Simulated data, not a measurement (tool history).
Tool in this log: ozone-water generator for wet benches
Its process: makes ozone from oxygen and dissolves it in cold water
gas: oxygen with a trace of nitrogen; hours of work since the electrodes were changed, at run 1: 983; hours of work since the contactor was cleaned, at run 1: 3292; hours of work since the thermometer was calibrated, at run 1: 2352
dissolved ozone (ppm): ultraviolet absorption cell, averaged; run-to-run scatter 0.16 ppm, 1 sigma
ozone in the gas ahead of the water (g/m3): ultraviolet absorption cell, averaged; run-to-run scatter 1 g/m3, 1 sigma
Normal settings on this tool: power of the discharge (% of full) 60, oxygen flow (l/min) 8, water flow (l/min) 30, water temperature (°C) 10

run,day,power of the discharge (% of full),oxygen flow (l/min),water flow (l/min),water temperature (°C),hours of work since the electrodes were changed,hours of work since the contactor was cleaned,hours of work since the thermometer was calibrated,dissolved ozone (ppm),ozone in the gas ahead of the water (g/m3)
1,0,60,8,30,10,983,3292,2352,19.8,174.5
2,1.138,60,8,30,10,1002,3310,2371,20,175.6
3,2.65,60,8,30,10,1027,3336,2396,19.9,176.4
4,4.267,60,8,23,10,1054,3362,2423,25.2,177.8
5,5.288,60,8,23,10,1070,3379,2439,25.6,178.5
6,7.038,60,4.71,23,10,1099,3408,2468,25.1,241.5
7,8.042,60,4.71,23,10,1116,3425,2485,24.8,244.9
8,9.371,90,8,30,10,1138,3447,2507,26,231.1
9,10.496,90,8,30,10,1156,3465,2526,25.6,234.2
10,12.171,60,8,44,10,1184,3493,2553,13.2,180.1
11,13.821,60,8,44,10,1211,3520,2580,13.3,180.6
12,15.2,60,8,44,10,1234,3543,2603,13.5,179.8
# day 15.554: gauge calibrated
13,16.025,60,8,30,10,1248,3556,2617,19.9,174.6
14,16.85,60,8,24,10,1261,3570,2631,24.7,176.2
15,17.933,60,8,24,10,1279,3588,2648,24.6,176.9
16,18.971,60,8,30,8,1296,3605,2666,20.2,179.3
17,19.696,60,8,30,8,1308,3617,2678,20.3,177.4
18,20.675,60,8,30,8,1325,3633,2694,20.5,177.4
19,22.083,60,8,30,9,1348,3657,2717,20.4,180.2
20,23.858,62,11.27,23,6,1377,3686,2746,27.2,148.8
21,24.921,78,8.76,23,6,1395,3703,2764,31.7,201
22,25.808,78,8.76,23,6,1409,3718,2779,31.8,200.1
23,27.546,66,8.76,23,8,1438,3747,2807,27.6,181.3
24,28.325,44,8,30,10,1451,3760,2820,16.5,148
25,29.354,44,8,30,10,1468,3777,2837,16.4,146.2
26,30.95,44,8,30,10,1494,3803,2863,16.3,148.5
27,32.071,84,5.16,47,15,1513,3822,2882,13.5,288.8
28,33.408,84,9.07,21,15,1535,3844,2904,31.1,207.8
29,34.208,84,9.07,21,15,1548,3857,2917,31.4,209.8
30,34.962,84,9.07,21,15,1561,3869,2930,31,212.3
31,35.717,84,5.84,21,15,1573,3882,2942,32.2,272
32,37.146,84,5.84,21,15,1597,3905,2966,31.9,270.4

3 options for the next run, each taken on its own from the tool as it stands now. Forecast them:
A,38.767,85,8,23,10,1623,3932,2993,?,?
B,38.767,84,12.8,21,9,1623,3932,2993,?,?
C,38.767,60,4.2,30,10,1623,3932,2993,?,?

run,dissolved ozone (ppm),ozone in the gas ahead of the water (g/m3)
A,31.9,226.9
B,32.7,173.3
C,18.8,265.8
Take away the tool's hidden state, keep each run's random variation, and the runs would have read:
run,dissolved ozone (ppm),ozone in the gas ahead of the water (g/m3)
A,31.9,217.3
B,32.8,166
C,18.8,254.6
